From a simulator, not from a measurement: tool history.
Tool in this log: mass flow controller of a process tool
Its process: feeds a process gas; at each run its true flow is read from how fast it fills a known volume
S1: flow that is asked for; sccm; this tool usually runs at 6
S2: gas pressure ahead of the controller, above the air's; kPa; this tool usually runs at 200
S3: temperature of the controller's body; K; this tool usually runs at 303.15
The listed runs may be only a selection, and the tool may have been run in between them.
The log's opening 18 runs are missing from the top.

run 19 hour=2158.5 | S1=6 S2=200 S3=303.15 | true_flow_(%)=100.28
run 20 hour=2331.6 | S1=6 S2=200 S3=303.15 | true_flow_(%)=100.36
run 21 hour=2510.7 | S1=6 S2=219 S3=303.15 | true_flow_(%)=100.61
run 22 hour=2659.2 | S1=6 S2=200 S3=303.15 | true_flow_(%)=100.38
run 23 hour=2832.1 | S1=6 S2=200 S3=303.15 | true_flow_(%)=100.63
run 24 hour=2940.6 | S1=6 S2=200 S3=303.15 | true_flow_(%)=100.46
run 25 hour=3032.9 | S1=6 S2=200 S3=303.15 | true_flow_(%)=100.52
run 26 hour=3196.7 | S1=5 S2=181 S3=311.15 | true_flow_(%)=101.13
run 27 hour=3310 | S1=5 S2=181 S3=311.15 | true_flow_(%)=101.2
run 28 hour=3459.4 | S1=8 S2=141 S3=311.15 | true_flow_(%)=100.77
run 29 hour=3562.3 | S1=8 S2=141 S3=311.15 | true_flow_(%)=100.74
run 30 hour=3732.9 | S1=8 S2=141 S3=311.15 | true_flow_(%)=100.79
run 31 hour=3839.1 | S1=6 S2=200 S3=304.15 | true_flow_(%)=100.76
run 32 hour=3977.4 | S1=2 S2=199 S3=306.15 | true_flow_(%)=103.6
run 33 hour=4100.9 | S1=5 S2=199 S3=294.15 | true_flow_(%)=100.63
run 34 hour=4219.8 | S1=2 S2=176 S3=310.15 | true_flow_(%)=104.05
run 35 hour=4342.6 | S1=6 S2=177 S3=311.15 | true_flow_(%)=101.05
run 36 hour=4483.8 | S1=4 S2=189 S3=307.15 | true_flow_(%)=101.71

Run 37, settings as shown, results not yet in. Your forecast:
run 37 hour=4598.4 | S1=4 S2=189 S3=307.15 | true_flow_(%)=?

true flow (%): 101.82
If the tool had no hidden condition, the same run with the same run-to-run variation would have returned true flow (%) 99.91.
